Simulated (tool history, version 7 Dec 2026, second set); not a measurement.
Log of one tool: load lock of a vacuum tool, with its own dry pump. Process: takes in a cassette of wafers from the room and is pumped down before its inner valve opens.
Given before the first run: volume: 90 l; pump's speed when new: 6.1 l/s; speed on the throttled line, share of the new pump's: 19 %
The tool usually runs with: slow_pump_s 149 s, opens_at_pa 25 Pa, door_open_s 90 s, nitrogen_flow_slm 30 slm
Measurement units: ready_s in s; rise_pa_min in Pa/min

run	hour	slow_pump_s	opens_at_pa	door_open_s	nitrogen_flow_slm	incoming humidity of the room's air, %	ready_s	rise_pa_min
1	0.0	149	25	90	30	46.1	249.3	0.034
2	220.1	149	25	90	30	44.9	249.8	0.037
3	443.8	149	25	90	30	46.2	252.4	0.039
4	633.6	149	25	90	30	46.4	251.1	0.041
5	863.0	149	25	90	30	43.9	251.1	0.046
6	1026.0	149	25	90	30	47.1	252.4	0.047
7	1242.3	289	25	90	30	45.0	358.6	0.053
8	1424.3	289	25	90	30	43.3	361.6	0.048
9	1633.7	289	25	73	30	42.6	359.5	0.052
10	1763.2	289	25	73	30	48.1	361.6	0.058
11	1934.8	149	25	85	30	44.8	253.6	0.067
12	2056.3	149	25	85	30	43.6	251.2	0.066
13	2179.9	149	25	85	30	46.2	253.2	0.064
14	2300.0	149	25	85	30	43.3	250.6	0.076
15	2457.4	149	25	85	30	44.0	251.7	0.071
16	2633.9	149	25	85	30	44.3	255.0	0.073
17	2796.4	124	24	88	4	46.4	233.2	0.109
18	2946.4	149	42	90	30	42.5	246.6	0.080
19	3071.0	149	42	90	30	46.0	244.0	0.081
20	3273.2	103	20	148	30	49.6	222.9	0.106
21	3435.2	169	20	133	30	43.1	272.9	0.103
22	3609.7	169	20	133	30	44.9	274.4	0.109
23	3824.4	169	20	133	30	45.9	273.7	0.116
24	3983.3	169	20	36	26	48.1	278.8	0.105
25	4213.3	149	31	90	32	44.2	255.3	0.120
26	4346.9	274	31	90	30	44.9	348.2	0.126
27	4603.4	274	31	90	13	40.6	350.7	0.131
28	4824.3	197	37	90	30	48.1	288.1	0.135
29	4940.5	165	33	90	30	43.9	265.6	0.133
30	5198.4	149	29	90	32	43.1	255.3	0.141
31	5353.2	149	29	90	32	46.4	256.4	0.153

Results for each run, recomputed without the tool's hidden state and with each run's random variation untouched:
The tool's hidden condition here consists of: pump's speed, % of a new pump's; leak at the door's seal, Pa l/s; drift of the gauge itself on ready_s, %; drift of the gauge itself on rise_pa_min, %.
run	ready_s	rise_pa_min
1	242.2	0.021
2	242.4	0.021
3	244.7	0.019
4	243.2	0.018
5	242.9	0.019
6	244.0	0.017
7	352.5	0.020
8	355.2	0.013
9	353.0	0.012
10	355.0	0.017
11	243.9	0.023
12	241.4	0.018
13	243.2	0.014
14	240.5	0.022
15	241.3	0.015
16	244.3	0.014
17	221.7	0.046
18	236.3	0.015
19	233.7	0.012
20	209.8	0.031
21	261.2	0.025
22	262.4	0.026
23	261.4	0.027
24	266.1	0.013
25	242.7	0.021
26	338.9	0.023
27	341.1	0.023
28	276.5	0.022
29	252.4	0.017
30	241.2	0.019
31	242.1	0.024
